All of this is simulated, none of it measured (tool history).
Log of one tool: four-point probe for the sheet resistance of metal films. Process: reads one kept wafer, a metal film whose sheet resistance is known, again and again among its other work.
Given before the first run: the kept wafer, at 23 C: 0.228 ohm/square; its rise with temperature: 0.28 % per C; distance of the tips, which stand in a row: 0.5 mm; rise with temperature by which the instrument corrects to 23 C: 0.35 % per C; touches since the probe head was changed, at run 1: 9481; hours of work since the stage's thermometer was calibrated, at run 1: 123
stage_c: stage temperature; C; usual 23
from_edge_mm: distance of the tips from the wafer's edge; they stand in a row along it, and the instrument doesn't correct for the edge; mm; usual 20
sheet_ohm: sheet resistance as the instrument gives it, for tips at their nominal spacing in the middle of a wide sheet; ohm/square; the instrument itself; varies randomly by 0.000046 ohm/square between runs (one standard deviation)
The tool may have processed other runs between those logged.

run	day	stage_c	from_edge_mm	touches since the probe head was changed	hours of work since the stage's thermometer was calibrated	sheet_ohm
1	0	23	20	9481	123	0.228047
2	0.654	23	20	10237	132	0.228068
3	1.079	23	20	10722	138	0.227982
4	1.783	23	20	11534	148	0.227963
5	2.408	23	20	12255	156	0.228017
6	3.062	23	20	13011	165	0.228036
7	3.538	23	20	13558	172	0.228019
8	3.896	23	20	13971	177	0.227981
9	4.329	23	20	14469	183	0.228062
10	4.808	23	18	15020	190	0.227992
11	5.333	23	9	15626	197	0.228345
12	5.7	27	20	16046	202	0.227362
13	6.196	31	20	16616	209	0.226693
14	6.533	33	37	17007	214	0.226419
15	6.888	34	5	17414	219	0.227336
16	7.575	34	5	18207	228	0.227476
17	7.958	34	9	18649	234	0.226556
18	8.521	27	10	19299	241	0.22757
19	9.079	27	10	19941	249	0.22757
20	9.783	22	10	20753	259	0.228318
21	10.333	21	15	21386	267	0.228267
22	11.033	21	15	22191	276	0.228335
23	11.588	31	16	22827	284	0.226696
24	11.95	31	16	23246	289	0.226757

Here are 4 independent what-if runs from the current tool condition. What would each one return?
A	12.5	24	35	23880	297	?
B	12.5	28	6	23880	297	?
C	12.5	31	69	23880	297	?
D	12.5	26	23	23880	297	?

run	sheet_ohm
A	0.227763
B	0.227855
C	0.22654
D	0.227388
Stripped of hidden state, with their random variation kept, the same runs would have yielded:
run	sheet_ohm
A	0.22792
B	0.228011
C	0.226695
D	0.227545
